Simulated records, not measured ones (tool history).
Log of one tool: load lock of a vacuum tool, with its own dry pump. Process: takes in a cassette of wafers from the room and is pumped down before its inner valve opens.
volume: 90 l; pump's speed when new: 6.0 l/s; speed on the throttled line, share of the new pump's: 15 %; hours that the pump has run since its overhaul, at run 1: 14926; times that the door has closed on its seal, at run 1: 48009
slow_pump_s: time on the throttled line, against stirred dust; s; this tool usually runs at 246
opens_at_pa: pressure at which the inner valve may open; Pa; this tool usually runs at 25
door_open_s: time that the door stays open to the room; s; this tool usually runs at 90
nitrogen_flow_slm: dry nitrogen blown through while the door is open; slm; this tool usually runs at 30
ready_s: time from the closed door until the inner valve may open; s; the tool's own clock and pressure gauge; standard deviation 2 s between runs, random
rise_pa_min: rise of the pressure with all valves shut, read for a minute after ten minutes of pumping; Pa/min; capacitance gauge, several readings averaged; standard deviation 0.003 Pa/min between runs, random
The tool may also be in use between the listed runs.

| run | day | slow_pump_s | opens_at_pa | door_open_s | nitrogen_flow_slm | hours that the pump has run since its overhaul | times that the door has closed on its seal | incoming humidity of the room's air, % | ready_s | rise_pa_min |
|---|---|---|---|---|---|---|---|---|---|---|
| 1 | 0.000 | 246 | 25 | 90 | 30 | 14926 | 48009 | 44.8 | 356.5 | 0.471 |
| 2 | 14.029 | 246 | 25 | 90 | 30 | 15262 | 49191 | 42.5 | 355.8 | 0.504 |
| 3 | 29.938 | 246 | 27 | 90 | 30 | 15644 | 50531 | 45.0 | 351.6 | 0.512 |
|  | 37.788 | door's seal changed, seat wiped |
| 4 | 44.700 | 246 | 27 | 90 | 30 | 15997 | 581 | 45.2 | 359.4 | 0.009 |
| 5 | 61.471 | 246 | 29 | 90 | 30 | 16399 | 1994 | 47.5 | 355.2 | 0.019 |
| 6 | 89.858 | 246 | 25 | 90 | 30 | 17081 | 4385 | 44.2 | 359.0 | 0.026 |
| 7 | 103.729 | 246 | 25 | 56 | 30 | 17414 | 5553 | 44.7 | 363.2 | 0.029 |
| 8 | 120.442 | 246 | 25 | 56 | 30 | 17815 | 6961 | 46.7 | 364.3 | 0.030 |
|  | 126.475 | dry pump taken out, an overhauled one fitted |
| 9 | 137.404 | 246 | 25 | 56 | 30 | 262 | 8368 | 45.8 | 337.0 | 0.037 |
| 10 | 157.821 | 246 | 25 | 90 | 30 | 752 | 10088 | 47.8 | 333.3 | 0.052 |
| 11 | 186.867 | 246 | 25 | 216 | 30 | 1449 | 12534 | 48.0 | 335.3 | 0.072 |
| 12 | 212.992 | 246 | 25 | 216 | 30 | 2076 | 14734 | 47.1 | 335.9 | 0.090 |
| 13 | 237.208 | 246 | 25 | 216 | 30 | 2658 | 16773 | 47.1 | 339.1 | 0.102 |
| 14 | 251.979 | 139 | 25 | 156 | 30 | 3012 | 18018 | 43.9 | 249.4 | 0.106 |
| 15 | 281.029 | 139 | 24 | 156 | 28 | 3709 | 20464 | 45.3 | 250.8 | 0.117 |

Run 16 has not been measured yet. What should we expect?
| 16 | 308.054 | 139 | 24 | 156 | 7 | 4358 | 22740 | 46.4 | ? | ? |

Run 16 gave ready_s 252.7 s, rise_pa_min 0.162 Pa/min.
On a tool with no hidden condition, and with the same random variation, this run would have come out at ready_s 243.8 s, rise_pa_min 0.035 Pa/min.
